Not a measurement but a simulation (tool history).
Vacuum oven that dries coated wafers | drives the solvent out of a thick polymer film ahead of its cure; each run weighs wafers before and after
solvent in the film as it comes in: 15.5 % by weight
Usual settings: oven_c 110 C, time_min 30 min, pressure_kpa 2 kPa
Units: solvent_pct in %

run 1 day=0 | oven_c=110 time_min=30 pressure_kpa=2 | solvent_pct=3.1
run 2 day=1.096 | oven_c=110 time_min=17 pressure_kpa=2 | solvent_pct=5.34
run 3 day=2.579 | oven_c=110 time_min=17 pressure_kpa=2 | solvent_pct=5.38
run 4 day=3.525 | oven_c=110 time_min=33 pressure_kpa=2 | solvent_pct=2.71
run 5 day=4.321 | oven_c=110 time_min=33 pressure_kpa=2 | solvent_pct=2.72
run 6 day=5.992 | oven_c=110 time_min=16 pressure_kpa=2 | solvent_pct=5.67
run 7 day=7.396 | oven_c=110 time_min=16 pressure_kpa=2 | solvent_pct=5.6
run 8 day=8.571 | oven_c=110 time_min=30 pressure_kpa=2 | solvent_pct=3.06
run 9 day=10.192 | oven_c=110 time_min=30 pressure_kpa=2 | solvent_pct=2.95
run 10 day=11.333 | oven_c=110 time_min=30 pressure_kpa=2 | solvent_pct=3.02
run 11 day=12.233 | oven_c=110 time_min=30 pressure_kpa=2 | solvent_pct=3.01
-- day=13.054 oven's thermocouples calibrated
run 12 day=13.825 | oven_c=114 time_min=30 pressure_kpa=2 | solvent_pct=2.36
run 13 day=14.858 | oven_c=114 time_min=30 pressure_kpa=2 | solvent_pct=2.33
run 14 day=15.767 | oven_c=101 time_min=25 pressure_kpa=5.4 | solvent_pct=6.66
run 15 day=16.938 | oven_c=108 time_min=41 pressure_kpa=6.2 | solvent_pct=4.07
run 16 day=18.621 | oven_c=108 time_min=41 pressure_kpa=6.2 | solvent_pct=3.96
-- day=19.612 oven's thermocouples calibrated, once more
run 17 day=20.325 | oven_c=108 time_min=41 pressure_kpa=6.2 | solvent_pct=4.12
run 18 day=21.275 | oven_c=105 time_min=41 pressure_kpa=1.31 | solvent_pct=2.46
run 19 day=22.258 | oven_c=105 time_min=41 pressure_kpa=1.31 | solvent_pct=2.48
run 20 day=23.529 | oven_c=104 time_min=29 pressure_kpa=2.66 | solvent_pct=4.6
run 21 day=25.071 | oven_c=104 time_min=30 pressure_kpa=2 | solvent_pct=4.14
run 22 day=25.771 | oven_c=104 time_min=30 pressure_kpa=2 | solvent_pct=4.05
run 23 day=26.779 | oven_c=103 time_min=38 pressure_kpa=2 | solvent_pct=3.38

Hidden state or all else? Some run-to-run changes of solvent_pct, split into what the settings, what came in and random variation would give without the hidden state, and what is left for the hidden state (with any gauge scatter that isn't in both results):
The hidden state here: true wafer temperature over the reading, C; true pressure over the reading, kPa; drift of the gauge itself on solvent_pct, %.
Run 5 -> 6: time_min 33 -> 16. solvent_pct +2.95 %: hidden state -0.04, all else +2.99.
Run 13 -> 14: oven_c 114 -> 101, time_min 30 -> 25, pressure_kpa 2 -> 5.4. solvent_pct +4.33 %: hidden state -0.1, all else +4.43.
Run 16 -> 17: oven's thermocouples calibrated, once more. solvent_pct +0.16 %: hidden state +0.14, all else +0.02.

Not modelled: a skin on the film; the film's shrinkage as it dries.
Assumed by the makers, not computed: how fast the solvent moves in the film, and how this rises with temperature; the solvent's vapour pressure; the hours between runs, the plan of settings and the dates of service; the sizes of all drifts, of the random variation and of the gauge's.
